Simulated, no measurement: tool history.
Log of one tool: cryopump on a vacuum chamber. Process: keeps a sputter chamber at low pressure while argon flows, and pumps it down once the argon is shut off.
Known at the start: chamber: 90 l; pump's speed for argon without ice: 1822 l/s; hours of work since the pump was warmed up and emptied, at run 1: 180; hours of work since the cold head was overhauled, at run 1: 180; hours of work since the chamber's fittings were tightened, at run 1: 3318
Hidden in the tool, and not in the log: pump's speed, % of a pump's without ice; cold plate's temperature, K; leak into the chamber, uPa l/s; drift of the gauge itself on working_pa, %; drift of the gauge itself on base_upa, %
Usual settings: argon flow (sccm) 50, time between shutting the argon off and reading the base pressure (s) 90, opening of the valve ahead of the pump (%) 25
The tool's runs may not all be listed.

run	hour	argon flow (sccm)	time between shutting the argon off and reading the base pressure (s)	opening of the valve ahead of the pump (%)	hours of work since the pump was warmed up and emptied	hours of work since the cold head was overhauled	hours of work since the chamber's fittings were tightened	pressure while argon flows (Pa)	pressure after the wait (uPa)
1	0.0	50	90	25	180	180	3318	0.1894	2.20
2	16.3	50	90	25	193	193	3331	0.1873	2.29
3	29.4	50	90	25	204	204	3341	0.1880	2.32
4	55.5	50	90	25	225	225	3363	0.1882	2.16
5	67.1	50	90	25	234	234	3372	0.1890	2.30
6	89.2	50	90	49	252	252	3390	0.0979	2.33
7	104.0	50	130	49	264	264	3402	0.0983	2.22
8	130.2	50	79	25	285	285	3423	0.1892	2.37
9	157.8	50	90	25	307	307	3445	0.1892	2.44
10	181.4	50	90	25	327	327	3464	0.1894	2.32
11	202.8	50	95	25	344	344	3481	0.1897	2.46
12	219.6	62	90	25	357	357	3495	0.2367	2.42
13	241.6	62	90	25	375	375	3513	0.2350	2.40
14	268.4	94	292	40	397	397	3534	0.2260	2.20
15	286.7	94	100	36	412	412	3549	0.2508	2.44
16	307.2	94	151	18	428	428	3566	0.4929	2.34
17	335.2	77	84	26	451	451	3588	0.2842	2.55
18	358.0	76	195	39	469	469	3607	0.1887	2.34
19	377.8	51	61	39	485	485	3623	0.1282	2.66
20	391.1	51	50	22	496	496	3633	0.2183	2.90
# hour 413.4: leaking fittings of the chamber tightened, without venting
21	416.1	61	151	21	514	514	2	0.2768	0.39
22	427.9	97	281	31	524	524	12	0.3035	0.28
23	454.3	50	33	54	545	545	33	0.0927	1.11
24	476.9	50	33	54	563	563	51	0.0915	1.18

Forecast each of these 3 alternatives for the next run:
A	493.7	50	143	19	577	577	65	?	?
B	493.7	51	38	34	577	577	65	?	?
C	493.7	25	164	52	577	577	65	?	?

run	pressure while argon flows (Pa)	pressure after the wait (uPa)
A	0.2504	0.46
B	0.1455	1.04
C	0.0485	0.39
Without the tool's hidden state the same runs would have given:
run	pressure while argon flows (Pa)	pressure after the wait (uPa)
A	0.2436	0.40
B	0.1386	0.98
C	0.0451	0.33
